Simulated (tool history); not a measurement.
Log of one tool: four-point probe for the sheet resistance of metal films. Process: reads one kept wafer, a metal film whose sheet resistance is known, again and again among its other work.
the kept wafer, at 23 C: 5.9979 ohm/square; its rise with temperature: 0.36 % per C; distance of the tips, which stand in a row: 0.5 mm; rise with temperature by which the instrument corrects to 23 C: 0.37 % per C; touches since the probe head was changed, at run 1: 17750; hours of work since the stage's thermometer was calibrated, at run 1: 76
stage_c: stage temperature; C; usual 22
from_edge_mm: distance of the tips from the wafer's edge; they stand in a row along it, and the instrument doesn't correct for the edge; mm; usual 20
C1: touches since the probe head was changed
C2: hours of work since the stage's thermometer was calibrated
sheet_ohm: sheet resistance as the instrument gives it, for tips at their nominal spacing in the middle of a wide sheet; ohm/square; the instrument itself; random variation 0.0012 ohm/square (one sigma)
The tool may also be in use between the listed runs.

{"run": 1, "hour": 0.0, "stage_c": 22, "from_edge_mm": 20, "C1": 17750, "C2": 76, "sheet_ohm": 6.000844}
{"run": 2, "hour": 26.5, "stage_c": 22, "from_edge_mm": 20, "C1": 18594, "C2": 96, "sheet_ohm": 5.998137}
{"run": 3, "hour": 48.8, "stage_c": 22, "from_edge_mm": 59, "C1": 19306, "C2": 112, "sheet_ohm": 5.999138}
{"run": 4, "hour": 70.1, "stage_c": 22, "from_edge_mm": 59, "C1": 19983, "C2": 128, "sheet_ohm": 5.997391}
{"run": 5, "hour": 95.5, "stage_c": 22, "from_edge_mm": 20, "C1": 20793, "C2": 147, "sheet_ohm": 6.000612}
{"run": 6, "hour": 109.7, "stage_c": 22, "from_edge_mm": 20, "C1": 21245, "C2": 158, "sheet_ohm": 6.000675}
{"run": 7, "hour": 136.0, "stage_c": 22, "from_edge_mm": 20, "C1": 22084, "C2": 178, "sheet_ohm": 6.000571}
{"run": 8, "hour": 159.7, "stage_c": 22, "from_edge_mm": 20, "C1": 22840, "C2": 196, "sheet_ohm": 6.002139}
{"run": 9, "hour": 176.1, "stage_c": 22, "from_edge_mm": 31, "C1": 23363, "C2": 208, "sheet_ohm": 5.999494}
{"run": 10, "hour": 195.0, "stage_c": 33, "from_edge_mm": 20, "C1": 23966, "C2": 222, "sheet_ohm": 5.993003}
{"run": 11, "hour": 209.9, "stage_c": 33, "from_edge_mm": 20, "C1": 24440, "C2": 233, "sheet_ohm": 5.990326}
{"run": 12, "hour": 235.9, "stage_c": 33, "from_edge_mm": 20, "C1": 25267, "C2": 253, "sheet_ohm": 5.990361}
{"run": 13, "hour": 259.3, "stage_c": 33, "from_edge_mm": 20, "C1": 26014, "C2": 270, "sheet_ohm": 5.99176}
{"run": 14, "hour": 283.5, "stage_c": 33, "from_edge_mm": 20, "C1": 26785, "C2": 289, "sheet_ohm": 5.992292}
{"run": 15, "hour": 302.0, "stage_c": 33, "from_edge_mm": 20, "C1": 27375, "C2": 302, "sheet_ohm": 5.992421}
{"run": 16, "hour": 317.5, "stage_c": 22, "from_edge_mm": 20, "C1": 27867, "C2": 314, "sheet_ohm": 6.001177}
{"run": 17, "hour": 337.2, "stage_c": 22, "from_edge_mm": 20, "C1": 28495, "C2": 329, "sheet_ohm": 6.001074}
{"run": 18, "hour": 363.7, "stage_c": 22, "from_edge_mm": 6, "C1": 29339, "C2": 349, "sheet_ohm": 6.021749}
{"run": 19, "hour": 377.0, "stage_c": 20, "from_edge_mm": 6, "C1": 29764, "C2": 359, "sheet_ohm": 6.021688}
{"run": 20, "hour": 400.1, "stage_c": 22, "from_edge_mm": 4, "C1": 30499, "C2": 376, "sheet_ohm": 6.050117}
{"run": 21, "hour": 418.6, "stage_c": 29, "from_edge_mm": 25, "C1": 31088, "C2": 390, "sheet_ohm": 5.994506}
{"run": 22, "hour": 437.0, "stage_c": 27, "from_edge_mm": 5, "C1": 31676, "C2": 404, "sheet_ohm": 6.026994}
{"run": 23, "hour": 462.9, "stage_c": 26, "from_edge_mm": 20, "C1": 32501, "C2": 423, "sheet_ohm": 5.998948}
{"run": 24, "hour": 481.7, "stage_c": 20, "from_edge_mm": 8, "C1": 33100, "C2": 437, "sheet_ohm": 6.013805}
{"run": 25, "hour": 500.9, "stage_c": 26, "from_edge_mm": 8, "C1": 33713, "C2": 452, "sheet_ohm": 6.006926}
{"run": 26, "hour": 516.4, "stage_c": 26, "from_edge_mm": 8, "C1": 34206, "C2": 463, "sheet_ohm": 6.00811}
{"run": 27, "hour": 532.1, "stage_c": 34, "from_edge_mm": 13, "C1": 34705, "C2": 475, "sheet_ohm": 5.99406}
{"run": 28, "hour": 546.0, "stage_c": 34, "from_edge_mm": 13, "C1": 35149, "C2": 486, "sheet_ohm": 5.992951}
{"run": 29, "hour": 566.4, "stage_c": 32, "from_edge_mm": 3, "C1": 35801, "C2": 501, "sheet_ohm": 6.076847}
{"run": 30, "hour": 580.6, "stage_c": 24, "from_edge_mm": 4, "C1": 36253, "C2": 512, "sheet_ohm": 6.045436}
{"run": 31, "hour": 597.7, "stage_c": 24, "from_edge_mm": 4, "C1": 36796, "C2": 525, "sheet_ohm": 6.048106}
{"run": 32, "hour": 620.2, "stage_c": 24, "from_edge_mm": 4, "C1": 37514, "C2": 541, "sheet_ohm": 6.045211}

3 ways to go on from here, each from the tool as it stands after run 32. What would each give?
{"run": "A", "hour": 641.7, "stage_c": 22, "from_edge_mm": 7, "C1": 38200, "C2": 558, "sheet_ohm": "?"}
{"run": "B", "hour": 641.7, "stage_c": 34, "from_edge_mm": 20, "C1": 38200, "C2": 558, "sheet_ohm": "?"}
{"run": "C", "hour": 641.7, "stage_c": 22, "from_edge_mm": 6, "C1": 38200, "C2": 558, "sheet_ohm": "?"}

run=A sheet_ohm=6.015331
run=B sheet_ohm=5.991777
run=C sheet_ohm=6.021012
Without the tool's hidden state the same runs would have given:
run=A sheet_ohm=6.015286
run=B sheet_ohm=5.991734
run=C sheet_ohm=6.020967
